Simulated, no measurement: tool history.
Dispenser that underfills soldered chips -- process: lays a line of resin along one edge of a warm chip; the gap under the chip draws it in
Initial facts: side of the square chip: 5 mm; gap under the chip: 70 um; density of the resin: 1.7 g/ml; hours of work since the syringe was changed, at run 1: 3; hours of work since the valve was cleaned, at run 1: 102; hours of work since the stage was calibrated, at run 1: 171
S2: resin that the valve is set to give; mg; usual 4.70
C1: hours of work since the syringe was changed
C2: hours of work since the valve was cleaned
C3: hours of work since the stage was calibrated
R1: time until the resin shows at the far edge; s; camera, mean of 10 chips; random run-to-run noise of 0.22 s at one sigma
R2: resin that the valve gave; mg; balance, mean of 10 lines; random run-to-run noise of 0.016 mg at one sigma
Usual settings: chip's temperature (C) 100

Run 1, hour 0.0: usual settings; C1 3; C2 102; C3 171. Result: R1 8.0 s, R2 4.41 mg.
Run 2, hour 6.1: usual settings but S2 4.44 mg; C1 7; C2 107; C3 175. Result: R1 10.1 s, R2 4.17 mg.
At hour 9.9: new syringe of resin.
Run 3, hour 10.4: usual settings; C1 0; C2 109; C3 178. Result: R1 7.0 s, R2 4.39 mg.
Run 4, hour 14.7: usual settings; C1 3; C2 112; C3 181. Result: R1 8.0 s, R2 4.40 mg.
Run 5, hour 20.5: usual settings; C1 7; C2 116; C3 185. Result: R1 9.6 s, R2 4.38 mg.
At hour 24.6: new syringe of resin.
Run 6, hour 24.6: usual settings; C1 0; C2 119; C3 187. Result: R1 7.1 s, R2 4.36 mg.
At hour 30.1: dispensing valve cleaned and set on the balance.
Run 7, hour 31.6: usual settings but S2 5.67 mg; C1 4; C2 1; C3 191. Result: R1 8.1 s, R2 5.63 mg.
Run 8, hour 35.8: usual settings but chip's temperature (C) 106; C1 7; C2 4; C3 194. Result: R1 7.7 s, R2 4.70 mg.
At hour 40.4: new syringe of resin.
Run 9, hour 41.8: usual settings but chip's temperature (C) 97; C1 1; C2 8; C3 198. Result: R1 8.0 s, R2 4.66 mg.
Run 10, hour 46.5: usual settings but chip's temperature (C) 97; C1 4; C2 11; C3 201. Result: R1 9.4 s, R2 4.67 mg.
Run 11, hour 50.8: usual settings but chip's temperature (C) 97; C1 7; C2 14; C3 204. Result: R1 10.2 s, R2 4.64 mg.
At hour 55.0: new syringe of resin.
Run 12, hour 55.7: usual settings but chip's temperature (C) 97; C1 1; C2 17; C3 207. Result: R1 8.2 s, R2 4.65 mg.
Run 13, hour 58.8: usual settings but chip's temperature (C) 97; C1 3; C2 19; C3 209. Result: R1 8.7 s, R2 4.66 mg.
Run 14, hour 61.4: usual settings but chip's temperature (C) 97, S2 5.17 mg; C1 4; C2 21; C3 211. Result: R1 9.3 s, R2 5.10 mg.
Run 15, hour 66.2: usual settings but chip's temperature (C) 97, S2 5.17 mg; C1 8; C2 24; C3 214. Result: R1 11.3 s, R2 5.10 mg.
Run 16, hour 68.8: usual settings but S2 5.17 mg; C1 9; C2 26; C3 216. Result: R1 10.4 s, R2 5.09 mg.
At hour 69.9: new syringe of resin.
Run 17, hour 72.9: usual settings but S2 5.17 mg; C1 2; C2 28; C3 219. Result: R1 7.4 s, R2 5.06 mg.
Run 18, hour 76.0: usual settings but S2 5.17 mg; C1 4; C2 31; C3 221. Result: R1 8.0 s, R2 5.06 mg.
Run 19, hour 78.7: usual settings but S2 5.17 mg; C1 6; C2 32; C3 223. Result: R1 8.5 s, R2 5.06 mg.
Run 20, hour 81.7: usual settings but S2 5.17 mg; C1 8; C2 34; C3 225. Result: R1 9.5 s, R2 5.05 mg.
At hour 84.5: new syringe of resin.
Run 21, hour 85.5: usual settings but chip's temperature (C) 114, S2 5.96 mg; C1 1; C2 37; C3 227. Result: R1 4.2 s, R2 5.84 mg.
Run 22, hour 91.5: usual settings but chip's temperature (C) 109, S2 4.68 mg; C1 5; C2 41; C3 231. Result: R1 6.1 s, R2 4.58 mg.
Run 23, hour 96.1: usual settings but chip's temperature (C) 109, S2 4.68 mg; C1 8; C2 44; C3 234. Result: R1 7.0 s, R2 4.53 mg.
At hour 99.4: new syringe of resin.
Run 24, hour 99.4: usual settings but chip's temperature (C) 104, S2 5.04 mg; C1 0; C2 46; C3 236. Result: R1 5.9 s, R2 4.91 mg.
Run 25, hour 105.1: usual settings but chip's temperature (C) 103, S2 5.59 mg; C1 4; C2 50; C3 240. Result: R1 7.4 s, R2 5.43 mg.
Run 26, hour 110.9: usual settings but chip's temperature (C) 105, S2 5.60 mg; C1 8; C2 54; C3 244. Result: R1 7.6 s, R2 5.41 mg.
At hour 114.2: new syringe of resin.
Run 27, hour 117.3: usual settings but chip's temperature (C) 105, S2 5.60 mg; C1 2; C2 58; C3 248. Result: R1 6.2 s, R2 5.39 mg.
Run 28, hour 121.5: usual settings but chip's temperature (C) 95, S2 5.95 mg; C1 5; C2 61; C3 251. Result: R1 10.2 s, R2 5.72 mg.
Run 29, hour 126.8: usual settings but chip's temperature (C) 101, S2 4.53 mg; C1 9; C2 64; C3 255. Result: R1 9.3 s, R2 4.35 mg.
At hour 128.9: new syringe of resin.
Run 30, hour 131.3: usual settings but chip's temperature (C) 90, S2 4.24 mg; C1 2; C2 67; C3 258. Result: R1 10.5 s, R2 4.09 mg.
Run 31, hour 136.4: usual settings but S2 4.96 mg; C1 5; C2 71; C3 261. Result: R1 8.5 s, R2 4.75 mg.
Run 32, hour 142.3: usual settings but S2 4.96 mg; C1 9; C2 75; C3 265. Result: R1 10.0 s, R2 4.75 mg.
At hour 143.7: new syringe of resin.
Run 33, hour 148.6: usual settings but chip's temperature (C) 99, S2 4.71 mg; C1 3; C2 79; C3 269. Result: R1 8.0 s, R2 4.46 mg.
Run 34, hour 152.0: usual settings but chip's temperature (C) 102, S2 4.40 mg; C1 6; C2 81; C3 271. Result: R1 8.1 s, R2 4.17 mg.
Run 35, hour 157.1: usual settings but chip's temperature (C) 95, S2 4.36 mg; C1 9; C2 85; C3 275. Result: R1 12.4 s, R2 4.14 mg.
At hour 158.3: new syringe of resin.
Run 36, hour 163.1: usual settings but chip's temperature (C) 99, S2 4.40 mg; C1 3; C2 88; C3 279. Result: R1 8.5 s, R2 4.16 mg.
Run 37, hour 168.2: usual settings but chip's temperature (C) 99, S2 4.40 mg; C1 7; C2 92; C3 282. Result: R1 10.1 s, R2 4.19 mg.

Per-run results on a tool with no hidden state, each run keeping its own random variation:
The hidden state here: resin's viscosity, % of fresh resin's; dose that the valve gives, % of what is set; true chip temperature over the reading, C; drift of the gauge itself on fill_s, %; drift of the gauge itself on given_mg, %.
run    R1    R2
  1   7.2  4.69
  2   7.6  4.44
  3   7.2  4.68
  4   7.3  4.71
  5   7.3  4.70
  6   7.4  4.68
  7   7.1  5.64
  8   6.0  4.72
  9   8.2  4.69
 10   8.3  4.71
 11   7.9  4.69
 12   8.4  4.70
 13   8.1  4.72
 14   8.0  5.17
 15   8.6  5.18
 16   7.3  5.18
 17   7.1  5.15
 18   6.9  5.16
 19   6.7  5.17
 20   7.0  5.17
 21   4.3  5.98
 22   5.1  4.69
 23   5.2  4.66
 24   6.3  5.05
 25   6.8  5.60
 26   5.9  5.59
 27   6.0  5.59
 28   8.8  5.94
 29   6.7  4.52
 30  10.7  4.26
 31   7.5  4.96
 32   7.4  4.96
 33   7.5  4.68
 34   6.8  4.37
 35   9.0  4.35
 36   7.7  4.39
 37   7.9  4.42

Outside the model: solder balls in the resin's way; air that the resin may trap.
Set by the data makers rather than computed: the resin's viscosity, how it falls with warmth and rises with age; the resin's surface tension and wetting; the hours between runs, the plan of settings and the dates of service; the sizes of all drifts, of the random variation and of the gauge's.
